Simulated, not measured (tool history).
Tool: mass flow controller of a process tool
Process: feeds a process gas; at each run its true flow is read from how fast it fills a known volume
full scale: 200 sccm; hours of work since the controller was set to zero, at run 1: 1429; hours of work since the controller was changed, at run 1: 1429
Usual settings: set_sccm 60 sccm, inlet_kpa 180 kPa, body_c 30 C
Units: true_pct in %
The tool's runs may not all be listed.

run	hour	set_sccm	inlet_kpa	body_c	hours of work since the controller was set to zero	hours of work since the controller was changed	true_pct
1	0	60	180	30	1429	1429	99.88
2	50.4	103	180	30	1468	1468	99.75
3	122.7	103	180	30	1523	1523	99.71
4	209.3	103	180	30	1589	1589	99.54
5	295.2	60	189	30	1655	1655	99.31
6	376.1	60	270	30	1717	1717	99.52
7	423.6	60	270	30	1753	1753	99.54
8	519.8	60	270	30	1827	1827	99.41
9	562.3	104	180	30	1860	1860	99.08
10	614.8	104	180	30	1900	1900	99.01
11	669	104	180	30	1941	1941	98.99
12	719.1	60	180	30	1980	1980	98.78
13	766.7	60	180	30	2016	2016	98.68
14	836.8	23	229	34	2070	2070	98.62
15	892.1	198	160	33	2112	2112	98.83
16	965.5	77	203	38	2168	2168	98.8
# hour 1012.7: gauge calibrated
17	1059	68	145	21	2240	2240	99.42
18	1105.1	60	180	22	2275	2275	99.52
19	1179.8	193	231	31	2333	2333	99.95
20	1276.4	193	231	31	2407	2407	99.92
21	1349.1	87	265	38	2462	2462	99.8
22	1437.8	133	265	21	2530	2530	99.41

Forecast run 23:
23	1505.4	48	177	21	2582	2582	?

{"run 23": {"true_pct": 98.82}}
Without the tool's hidden state the same run would have given true_pct 99.5 %.
